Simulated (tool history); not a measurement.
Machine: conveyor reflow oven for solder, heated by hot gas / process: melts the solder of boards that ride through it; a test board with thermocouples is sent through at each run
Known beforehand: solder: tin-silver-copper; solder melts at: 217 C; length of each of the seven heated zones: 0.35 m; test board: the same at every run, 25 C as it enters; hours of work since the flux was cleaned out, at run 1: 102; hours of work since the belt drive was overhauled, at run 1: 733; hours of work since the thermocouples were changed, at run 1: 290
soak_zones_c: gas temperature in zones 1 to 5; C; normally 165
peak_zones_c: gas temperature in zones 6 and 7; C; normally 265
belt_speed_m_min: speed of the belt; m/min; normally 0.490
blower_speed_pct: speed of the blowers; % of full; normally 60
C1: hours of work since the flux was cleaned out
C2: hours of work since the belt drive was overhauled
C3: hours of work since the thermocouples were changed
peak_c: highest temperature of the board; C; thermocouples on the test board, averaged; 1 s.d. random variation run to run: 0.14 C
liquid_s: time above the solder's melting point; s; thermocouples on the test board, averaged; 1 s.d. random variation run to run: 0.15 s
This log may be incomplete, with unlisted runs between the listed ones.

run 1 day=0.000 | soak_zones_c=165 peak_zones_c=265 belt_speed_m_min=0.490 blower_speed_pct=60 | C1=102 C2=733 C3=290 | peak_c=249.4 liquid_s=59.3
run 2 day=0.696 | soak_zones_c=165 peak_zones_c=265 belt_speed_m_min=0.490 blower_speed_pct=54 | C1=110 C2=740 C3=297 | peak_c=247.7 liquid_s=57.1
run 3 day=1.221 | soak_zones_c=165 peak_zones_c=265 belt_speed_m_min=0.490 blower_speed_pct=54 | C1=115 C2=746 C3=303 | peak_c=247.8 liquid_s=57.0
run 4 day=2.296 | soak_zones_c=165 peak_zones_c=265 belt_speed_m_min=0.490 blower_speed_pct=60 | C1=127 C2=757 C3=315 | peak_c=249.5 liquid_s=58.9
run 5 day=3.483 | soak_zones_c=165 peak_zones_c=265 belt_speed_m_min=0.490 blower_speed_pct=60 | C1=140 C2=770 C3=327 | peak_c=249.4 liquid_s=59.4
run 6 day=4.212 | soak_zones_c=165 peak_zones_c=265 belt_speed_m_min=0.490 blower_speed_pct=60 | C1=148 C2=778 C3=335 | peak_c=249.3 liquid_s=59.2
run 7 day=5.425 | soak_zones_c=165 peak_zones_c=265 belt_speed_m_min=0.490 blower_speed_pct=60 | C1=161 C2=791 C3=348 | peak_c=249.1 liquid_s=59.2
run 8 day=6.375 | soak_zones_c=165 peak_zones_c=265 belt_speed_m_min=0.490 blower_speed_pct=60 | C1=171 C2=801 C3=358 | peak_c=249.3 liquid_s=59.1
run 9 day=7.571 | soak_zones_c=165 peak_zones_c=265 belt_speed_m_min=0.490 blower_speed_pct=60 | C1=184 C2=814 C3=371 | peak_c=249.4 liquid_s=59.0
run 10 day=8.671 | soak_zones_c=165 peak_zones_c=265 belt_speed_m_min=0.490 blower_speed_pct=60 | C1=195 C2=826 C3=383 | peak_c=249.5 liquid_s=59.2
run 11 day=9.262 | soak_zones_c=165 peak_zones_c=265 belt_speed_m_min=0.490 blower_speed_pct=60 | C1=202 C2=832 C3=389 | peak_c=249.2 liquid_s=59.0
run 12 day=10.375 | soak_zones_c=165 peak_zones_c=265 belt_speed_m_min=0.490 blower_speed_pct=60 | C1=214 C2=844 C3=401 | peak_c=249.3 liquid_s=59.2
run 13 day=10.938 | soak_zones_c=165 peak_zones_c=265 belt_speed_m_min=0.490 blower_speed_pct=60 | C1=220 C2=850 C3=407 | peak_c=249.4 liquid_s=59.1
run 14 day=12.054 | soak_zones_c=165 peak_zones_c=265 belt_speed_m_min=0.490 blower_speed_pct=60 | C1=232 C2=862 C3=419 | peak_c=249.1 liquid_s=58.9
run 15 day=13.275 | soak_zones_c=165 peak_zones_c=265 belt_speed_m_min=0.490 blower_speed_pct=60 | C1=245 C2=875 C3=433 | peak_c=249.5 liquid_s=59.0
run 16 day=14.208 | soak_zones_c=165 peak_zones_c=265 belt_speed_m_min=0.490 blower_speed_pct=60 | C1=255 C2=885 C3=443 | peak_c=249.4 liquid_s=58.9
run 17 day=15.225 | soak_zones_c=165 peak_zones_c=265 belt_speed_m_min=0.530 blower_speed_pct=88 | C1=266 C2=896 C3=453 | peak_c=252.6 liquid_s=58.1
run 18 day=15.925 | soak_zones_c=166 peak_zones_c=258 belt_speed_m_min=0.490 blower_speed_pct=56 | C1=273 C2=904 C3=461 | peak_c=242.3 liquid_s=51.8
run 19 day=17.050 | soak_zones_c=166 peak_zones_c=258 belt_speed_m_min=0.490 blower_speed_pct=56 | C1=285 C2=916 C3=473 | peak_c=242.3 liquid_s=51.7
-- day=18.196 belt drive overhauled, speed set with a stopwatch
run 20 day=18.450 | soak_zones_c=166 peak_zones_c=258 belt_speed_m_min=0.490 blower_speed_pct=56 | C1=299 C2=3 C3=486 | peak_c=241.8 liquid_s=50.8
-- day=19.525 flux residue cleaned out of gas plates and filters
run 21 day=19.662 | soak_zones_c=165 peak_zones_c=259 belt_speed_m_min=0.490 blower_speed_pct=60 | C1=2 C2=14 C3=497 | peak_c=244.9 liquid_s=54.4
run 22 day=20.779 | soak_zones_c=165 peak_zones_c=256 belt_speed_m_min=0.490 blower_speed_pct=83 | C1=13 C2=26 C3=509 | peak_c=246.8 liquid_s=58.6
run 23 day=21.792 | soak_zones_c=165 peak_zones_c=256 belt_speed_m_min=0.490 blower_speed_pct=83 | C1=24 C2=36 C3=520 | peak_c=246.7 liquid_s=58.4
run 24 day=22.917 | soak_zones_c=165 peak_zones_c=256 belt_speed_m_min=0.490 blower_speed_pct=83 | C1=36 C2=48 C3=532 | peak_c=246.6 liquid_s=58.6
run 25 day=24.083 | soak_zones_c=165 peak_zones_c=277 belt_speed_m_min=0.407 blower_speed_pct=81 | C1=49 C2=61 C3=545 | peak_c=270.6 liquid_s=90.2
run 26 day=24.683 | soak_zones_c=165 peak_zones_c=277 belt_speed_m_min=0.407 blower_speed_pct=81 | C1=55 C2=67 C3=551 | peak_c=270.3 liquid_s=90.0
run 27 day=25.608 | soak_zones_c=166 peak_zones_c=265 belt_speed_m_min=0.490 blower_speed_pct=90 | C1=65 C2=77 C3=561 | peak_c=256.2 liquid_s=66.2
run 28 day=26.846 | soak_zones_c=165 peak_zones_c=265 belt_speed_m_min=0.490 blower_speed_pct=71 | C1=79 C2=91 C3=574 | peak_c=252.8 liquid_s=62.3
run 29 day=28.129 | soak_zones_c=165 peak_zones_c=272 belt_speed_m_min=0.490 blower_speed_pct=56 | C1=92 C2=104 C3=588 | peak_c=255.2 liquid_s=63.4
run 30 day=29.375 | soak_zones_c=151 peak_zones_c=272 belt_speed_m_min=0.576 blower_speed_pct=56 | C1=106 C2=118 C3=601 | peak_c=245.3 liquid_s=40.6

Below are 4 alternative next runs, each starting from the tool's condition after run 30. Predict each:
run A day=30.029 | soak_zones_c=151 peak_zones_c=263 belt_speed_m_min=0.472 blower_speed_pct=56 | C1=113 C2=125 C3=608 | peak_c=? liquid_s=?
run B day=30.029 | soak_zones_c=151 peak_zones_c=277 belt_speed_m_min=0.579 blower_speed_pct=55 | C1=113 C2=125 C3=608 | peak_c=? liquid_s=?
run C day=30.029 | soak_zones_c=163 peak_zones_c=272 belt_speed_m_min=0.475 blower_speed_pct=78 | C1=113 C2=125 C3=608 | peak_c=? liquid_s=?
run D day=30.029 | soak_zones_c=165 peak_zones_c=265 belt_speed_m_min=0.493 blower_speed_pct=59 | C1=113 C2=125 C3=608 | peak_c=? liquid_s=?

run=A peak_c=246.0 liquid_s=53.0
run=B peak_c=248.9 liquid_s=43.6
run=C peak_c=261.1 liquid_s=70.3
run=D peak_c=249.9 liquid_s=58.6
With no hidden state in the tool, these same runs would have given:
run=A peak_c=244.9 liquid_s=51.8
run=B peak_c=248.0 liquid_s=42.8
run=C peak_c=260.0 liquid_s=69.4
run=D peak_c=248.7 liquid_s=57.6
